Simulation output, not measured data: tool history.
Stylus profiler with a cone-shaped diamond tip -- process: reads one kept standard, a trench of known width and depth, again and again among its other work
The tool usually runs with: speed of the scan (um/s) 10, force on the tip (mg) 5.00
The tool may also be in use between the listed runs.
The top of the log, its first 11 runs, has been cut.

run	hour	speed of the scan (um/s)	force on the tip (mg)	depth of the trench (angstrom)	width of the trench's floor (nm)
12	473.3	10	5.00	10120.0	12260
13	521.2	10	5.00	10124.7	12250
14	580.9	10	5.00	10125.0	12200
15	645.8	10	5.00	10132.4	12210
16	692.8	10	5.00	10127.9	12160
17	756.3	37	5.00	10130.5	12060
18	791.0	11	9.77	10180.7	12080
19	859.6	11	9.77	10179.1	12090
20	917.1	36	5.58	10135.4	11920
21	958.2	36	5.58	10141.6	11930
22	1010.6	5	5.28	10129.7	11950
23	1068.2	5	5.28	10138.5	11960
24	1102.7	5	5.28	10136.7	11950
25	1167.6	5	5.28	10135.9	11820
26	1200.9	18	6.47	10150.8	11860
27	1268.2	30	2.33	10094.0	11650
28	1317.3	30	9.65	10188.0	11750
29	1357.3	31	2.28	10096.9	11690
30	1396.7	38	2.19	10098.3	11560
# hour 1432.0: height scale calibrated on a step standard
31	1445.7	32	8.10	10123.1	11550
32	1511.2	32	8.10	10124.5	11610

Each row is a separate what-if for the run after 32, all from the same tool condition, not one after another. Results?
A	1551.5	35	2.70	?	?
B	1551.5	12	8.58	?	?
C	1551.5	32	5.55	?	?
D	1551.5	5	5.73	?	?
E	1551.5	32	12.92	?	?

run	depth of the trench (angstrom)	width of the trench's floor (nm)
A	10054.5	11520
B	10132.1	11560
C	10092.7	11520
D	10094.8	11590
E	10176.2	11580
Stripped of hidden state, with their random variation kept, the same runs would have yielded:
run	depth of the trench (angstrom)	width of the trench's floor (nm)
A	10058.9	13870
B	10136.5	13910
C	10097.1	13870
D	10099.2	13940
E	10180.6	13930

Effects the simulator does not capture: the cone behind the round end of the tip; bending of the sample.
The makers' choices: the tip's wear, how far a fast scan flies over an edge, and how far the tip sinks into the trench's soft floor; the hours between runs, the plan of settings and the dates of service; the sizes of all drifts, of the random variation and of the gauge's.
